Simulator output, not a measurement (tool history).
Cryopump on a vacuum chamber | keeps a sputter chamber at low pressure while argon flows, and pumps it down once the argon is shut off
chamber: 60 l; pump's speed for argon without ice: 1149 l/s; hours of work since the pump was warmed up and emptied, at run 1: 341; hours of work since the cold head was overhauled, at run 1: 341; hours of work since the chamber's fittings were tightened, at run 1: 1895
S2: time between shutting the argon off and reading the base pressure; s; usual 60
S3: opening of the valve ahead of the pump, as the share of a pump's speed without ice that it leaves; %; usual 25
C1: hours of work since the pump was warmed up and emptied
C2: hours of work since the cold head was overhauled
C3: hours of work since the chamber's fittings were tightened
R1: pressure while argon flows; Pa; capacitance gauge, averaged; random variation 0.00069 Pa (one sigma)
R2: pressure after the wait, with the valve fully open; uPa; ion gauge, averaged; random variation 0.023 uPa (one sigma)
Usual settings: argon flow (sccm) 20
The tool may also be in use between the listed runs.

Run 1, hour 0.0: usual settings; C1 341; C2 341; C3 1895. Result: R1 0.1186 Pa, R2 2.29 uPa.
Run 2, hour 36.9: usual settings; C1 363; C2 363; C3 1917. Result: R1 0.1196 Pa, R2 2.24 uPa.
Run 3, hour 65.0: usual settings but argon flow (sccm) 13; C1 379; C2 379; C3 1933. Result: R1 0.0777 Pa, R2 2.24 uPa.
Run 4, hour 100.3: usual settings; C1 400; C2 400; C3 1954. Result: R1 0.1208 Pa, R2 2.30 uPa.
Run 5, hour 131.2: usual settings; C1 418; C2 418; C3 1972. Result: R1 0.1213 Pa, R2 2.36 uPa.
Run 6, hour 164.7: usual settings; C1 437; C2 437; C3 1991. Result: R1 0.1198 Pa, R2 2.37 uPa.
Run 7, hour 198.6: usual settings but S3 52 %; C1 457; C2 457; C3 2011. Result: R1 0.0606 Pa, R2 2.34 uPa.
Run 8, hour 220.7: usual settings but S3 52 %; C1 470; C2 470; C3 2024. Result: R1 0.0605 Pa, R2 2.30 uPa.
Run 9, hour 260.1: usual settings but S3 52 %; C1 493; C2 493; C3 2047. Result: R1 0.0602 Pa, R2 2.41 uPa.
Run 10, hour 298.2: usual settings but S2 118 s, S3 52 %; C1 515; C2 515; C3 2069. Result: R1 0.0601 Pa, R2 2.14 uPa.
Run 11, hour 337.4: usual settings but S2 118 s, S3 52 %; C1 538; C2 538; C3 2092. Result: R1 0.0608 Pa, R2 2.14 uPa.
Run 12, hour 368.1: usual settings but S2 118 s, S3 52 %; C1 555; C2 555; C3 2109. Result: R1 0.0587 Pa, R2 2.26 uPa.
Run 13, hour 404.6: usual settings but S2 49 s, S3 52 %; C1 577; C2 577; C3 2131. Result: R1 0.0603 Pa, R2 2.61 uPa.
Run 14, hour 422.5: usual settings but S2 49 s, S3 52 %; C1 587; C2 587; C3 2141. Result: R1 0.0595 Pa, R2 2.66 uPa.
Run 15, hour 462.0: usual settings but S2 49 s, S3 52 %; C1 610; C2 610; C3 2164. Result: R1 0.0612 Pa, R2 2.72 uPa.
Run 16, hour 489.6: usual settings but S2 49 s, S3 52 %; C1 626; C2 626; C3 2180. Result: R1 0.0612 Pa, R2 2.68 uPa.
Run 17, hour 523.0: usual settings; C1 646; C2 646; C3 2200. Result: R1 0.1224 Pa, R2 2.55 uPa.
Run 18, hour 543.4: usual settings; C1 657; C2 657; C3 2211. Result: R1 0.1226 Pa, R2 2.61 uPa.
Run 19, hour 566.8: usual settings but argon flow (sccm) 17, S3 32 %; C1 671; C2 671; C3 2225. Result: R1 0.0814 Pa, R2 2.62 uPa.
Run 20, hour 589.9: usual settings but argon flow (sccm) 17, S3 32 %; C1 684; C2 684; C3 2238. Result: R1 0.0816 Pa, R2 2.63 uPa.
Run 21, hour 617.2: usual settings but argon flow (sccm) 10, S2 165 s, S3 18 %; C1 700; C2 700; C3 2254. Result: R1 0.0847 Pa, R2 2.30 uPa.
Run 22, hour 644.3: usual settings but argon flow (sccm) 10, S2 165 s, S3 18 %; C1 716; C2 716; C3 2270. Result: R1 0.0845 Pa, R2 2.29 uPa.
Run 23, hour 675.3: usual settings but argon flow (sccm) 10, S2 31 s, S3 17 %; C1 734; C2 734; C3 2288. Result: R1 0.0888 Pa, R2 3.18 uPa.
Run 24, hour 712.5: usual settings but argon flow (sccm) 10, S2 214 s, S3 30 %; C1 756; C2 756; C3 2310. Result: R1 0.0513 Pa, R2 2.32 uPa.
Run 25, hour 733.0: usual settings but argon flow (sccm) 28, S2 158 s, S3 19 %; C1 768; C2 768; C3 2322. Result: R1 0.2251 Pa, R2 2.40 uPa.
Run 26, hour 749.6: usual settings but argon flow (sccm) 28, S2 158 s, S3 45 %; C1 777; C2 777; C3 2331. Result: R1 0.0985 Pa, R2 2.45 uPa.
Run 27, hour 778.9: usual settings but argon flow (sccm) 28, S2 158 s, S3 45 %; C1 794; C2 794; C3 2348. Result: R1 0.0996 Pa, R2 2.42 uPa.
Run 28, hour 811.6: usual settings but argon flow (sccm) 8, S2 223 s, S3 51 %; C1 813; C2 813; C3 2367. Result: R1 0.0262 Pa, R2 2.38 uPa.
Run 29, hour 844.3: usual settings but argon flow (sccm) 11, S2 199 s, S3 50 %; C1 832; C2 832; C3 2386. Result: R1 0.0359 Pa, R2 2.39 uPa.
Run 30, hour 863.4: usual settings but argon flow (sccm) 11, S2 34 s, S3 24 %; C1 844; C2 844; C3 2398. Result: R1 0.0714 Pa, R2 3.35 uPa.
Run 31, hour 888.6: usual settings but S2 71 s; C1 858; C2 858; C3 2412. Result: R1 0.1250 Pa, R2 2.73 uPa.
Run 32, hour 918.8: usual settings but argon flow (sccm) 13, S2 80 s, S3 51 %; C1 876; C2 876; C3 2430. Result: R1 0.0419 Pa, R2 2.72 uPa.
Run 33, hour 955.1: usual settings but argon flow (sccm) 13, S2 80 s, S3 51 %; C1 897; C2 897; C3 2451. Result: R1 0.0426 Pa, R2 2.73 uPa.
At hour 964.7: leaking fittings of the chamber tightened, without venting.
Run 34, hour 984.0: usual settings but argon flow (sccm) 13, S2 80 s, S3 51 %; C1 913; C2 913; C3 11. Result: R1 0.0428 Pa, R2 0.79 uPa.

4 ways to go on from here, each from the tool as it stands after run 34. What would each give?
Run A, hour 1009.5: usual settings but S3 28 %; C1 927; C2 927; C3 26. Result: R1 ?, R2 ?.
Run B, hour 1009.5: usual settings but S2 46 s, S3 21 %; C1 927; C2 927; C3 26. Result: R1 ?, R2 ?.
Run C, hour 1009.5: usual settings but argon flow (sccm) 13, S2 152 s, S3 51 %; C1 927; C2 927; C3 26. Result: R1 ?, R2 ?.
Run D, hour 1009.5: usual settings but argon flow (sccm) 9, S2 225 s, S3 21 %; C1 927; C2 927; C3 26. Result: R1 ?, R2 ?.

run      R1    R2
  A  0.1116  0.95
  B  0.1478  1.08
  C  0.0409  0.57
  D  0.0665  0.52
Without the tool's hidden state the same runs would have given:
run      R1    R2
  A  0.1048  0.84
  B  0.1409  0.96
  C  0.0364  0.45
  D  0.0635  0.41
